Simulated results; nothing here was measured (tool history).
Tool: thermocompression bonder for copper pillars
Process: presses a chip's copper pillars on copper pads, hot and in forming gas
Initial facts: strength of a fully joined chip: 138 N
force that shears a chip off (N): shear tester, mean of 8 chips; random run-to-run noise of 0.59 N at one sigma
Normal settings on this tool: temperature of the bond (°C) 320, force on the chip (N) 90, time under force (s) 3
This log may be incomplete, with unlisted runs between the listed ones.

run	day	temperature of the bond (°C)	force on the chip (N)	time under force (s)	force that shears a chip off (N)
1	0	320	90	3	96.3
2	1.571	320	90	3	96.8
3	4.25	320	82	3	91
# day 5.171: forming gas filter changed
4	6.825	320	82	3	91.1
5	8.325	320	82	3	90.5
6	9.629	317	82	3	88
7	12.45	320	90	3	97.3
8	14.788	320	90	3	96.9
9	17.233	320	103	3	104.4
10	18.658	320	103	3	103.8
11	21.625	320	103	3	104.5
12	22.958	320	90	3	96.3
13	24.488	336	122	2	117.2
14	27.4	336	122	2	115.9
15	28.958	320	70	2	71.2
16	31.517	320	70	2	71.9
# day 33.2: forming gas filter changed
17	33.2	320	70	2	72.2
18	35.417	320	70	4	89.5
19	37.962	320	70	4	89.5
20	40.071	318	90	3	95.3
21	41.933	323	132	6	128.6
22	44.346	323	132	6	129.2
# day 46.704: heater calibrated with a thermocouple chip
23	47.388	345	90	3	116.8
24	49.721	345	82	3	112

What if the next run were any one of these 4? Each begins from the tool's condition after run 24:
A	51.162	348	64	3	?
B	51.162	290	73	3	?
C	51.162	319	68	2	?
D	51.162	327	116	3	?

run	force that shears a chip off (N)
A	99.9
B	56.8
C	69.1
D	116.8
The same runs, with their run-to-run variation unchanged, on a tool lacking any hidden condition would have given:
run	force that shears a chip off (N)
A	100.1
B	56.9
C	69.2
D	117.1
